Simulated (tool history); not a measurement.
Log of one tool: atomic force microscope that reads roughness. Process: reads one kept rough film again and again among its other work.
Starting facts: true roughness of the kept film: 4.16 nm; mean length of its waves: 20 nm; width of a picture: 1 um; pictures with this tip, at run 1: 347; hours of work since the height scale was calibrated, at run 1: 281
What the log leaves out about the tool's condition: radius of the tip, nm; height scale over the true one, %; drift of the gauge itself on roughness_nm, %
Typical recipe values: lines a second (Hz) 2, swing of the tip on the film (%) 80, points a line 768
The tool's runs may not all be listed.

run	hour	lines a second (Hz)	swing of the tip on the film (%)	points a line	pictures with this tip	hours of work since the height scale was calibrated	roughness of the kept film (nm (root mean square))
1	0	2	80	768	347	281	1.756
2	7.1	2	80	768	361	286	1.743
# hour 14.6: new tip fitted
3	14.6	2	80	768	0	292	2.376
4	22.1	2	80	768	14	298	2.347
5	31.2	2	80	768	32	305	2.313
6	39.3	2	80	768	47	311	2.259
7	49.3	2	80	768	66	319	2.218
8	57.7	2.33	80	768	82	325	2.125
9	68.5	2.33	80	768	103	334	2.074
10	78.9	2.33	80	768	123	342	2.042
11	89.4	2.33	80	768	142	350	1.987
12	101.4	2	80	768	165	360	2.003
13	109.8	2	80	768	181	366	1.969
14	123.6	2	80	768	208	377	1.92
15	130.8	2	80	768	221	383	1.91
16	143	2	80	768	244	392	1.862
17	157.8	2	80	768	273	404	1.81
18	174.5	0.92	68	367	305	417	1.987
19	188.8	3.01	63	346	332	428	1.824
20	198.5	3.01	63	346	350	436	1.785

Run 21 comes next. What will it give?
# hour 212.2: new tip fitted
21	214.7	2.94	57	440	5	448	?

roughness of the kept film (nm (root mean square)): 2.603
With no hidden state in the tool, this same run would have given roughness of the kept film (nm (root mean square)) 2.698.

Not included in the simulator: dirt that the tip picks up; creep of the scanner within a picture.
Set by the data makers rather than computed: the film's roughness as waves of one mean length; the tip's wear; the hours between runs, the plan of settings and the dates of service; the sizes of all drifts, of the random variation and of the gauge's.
